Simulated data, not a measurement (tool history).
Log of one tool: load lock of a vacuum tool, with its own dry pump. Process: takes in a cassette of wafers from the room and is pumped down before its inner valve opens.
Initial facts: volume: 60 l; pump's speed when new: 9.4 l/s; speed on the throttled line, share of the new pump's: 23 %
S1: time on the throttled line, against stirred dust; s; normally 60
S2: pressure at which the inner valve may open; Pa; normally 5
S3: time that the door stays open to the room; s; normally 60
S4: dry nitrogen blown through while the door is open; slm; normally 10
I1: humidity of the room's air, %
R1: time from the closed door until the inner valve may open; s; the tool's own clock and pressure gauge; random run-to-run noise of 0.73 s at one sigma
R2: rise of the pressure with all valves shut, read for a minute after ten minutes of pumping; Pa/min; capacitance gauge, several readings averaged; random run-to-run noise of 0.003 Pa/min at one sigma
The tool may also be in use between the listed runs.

run 1 day=0.000 | S1=60 S2=5 S3=60 S4=10 | I1=45.5 | R1=112.3 R2=0.476
run 2 day=5.162 | S1=60 S2=5 S3=60 S4=5 | I1=43.3 | R1=112.5 R2=0.491
run 3 day=10.075 | S1=60 S2=5 S3=60 S4=5 | I1=45.9 | R1=112.3 R2=0.514
run 4 day=14.696 | S1=60 S2=5 S3=60 S4=5 | I1=44.3 | R1=111.0 R2=0.523
run 5 day=21.492 | S1=60 S2=5 S3=60 S4=10 | I1=46.7 | R1=112.1 R2=0.532
run 6 day=30.633 | S1=60 S2=5 S3=60 S4=6 | I1=47.4 | R1=112.2 R2=0.565
-- day=35.350 door's seal changed, seat wiped
run 7 day=35.350 | S1=101 S2=5 S3=143 S4=11 | I1=42.3 | R1=142.1 R2=0.031
run 8 day=42.508 | S1=60 S2=7 S3=127 S4=10 | I1=46.3 | R1=110.3 R2=0.036
run 9 day=48.958 | S1=60 S2=7 S3=59 S4=10 | I1=47.5 | R1=108.2 R2=0.035
run 10 day=55.712 | S1=60 S2=7 S3=59 S4=10 | I1=44.5 | R1=109.6 R2=0.034
run 11 day=61.921 | S1=62 S2=7 S3=59 S4=9 | I1=44.6 | R1=111.3 R2=0.038
run 12 day=70.829 | S1=31 S2=7 S3=50 S4=5 | I1=45.2 | R1=87.5 R2=0.043

Below are 5 alternative next runs, each starting from the tool's condition after run 12. Predict each:
run A day=75.050 | S1=34 S2=5 S3=65 S4=10 | I1=42.3 | R1=? R2=?
run B day=75.050 | S1=67 S2=6 S3=50 S4=5 | I1=44.1 | R1=? R2=?
run C day=75.050 | S1=31 S2=7 S3=72 S4=5 | I1=43.8 | R1=? R2=?
run D day=75.050 | S1=31 S2=7 S3=29 S4=7 | I1=45.9 | R1=? R2=?
run E day=75.050 | S1=31 S2=5 S3=79 S4=10 | I1=43.4 | R1=? R2=?

run=A R1=92.4 R2=0.047
run=B R1=116.2 R2=0.046
run=C R1=87.5 R2=0.046
run=D R1=88.4 R2=0.042
run=E R1=90.4 R2=0.049
Stripped of hidden state, with their random variation kept, the same runs would have yielded:
run=A R1=90.1 R2=0.024
run=B R1=114.3 R2=0.022
run=C R1=85.2 R2=0.023
run=D R1=86.0 R2=0.018
run=E R1=87.9 R2=0.025
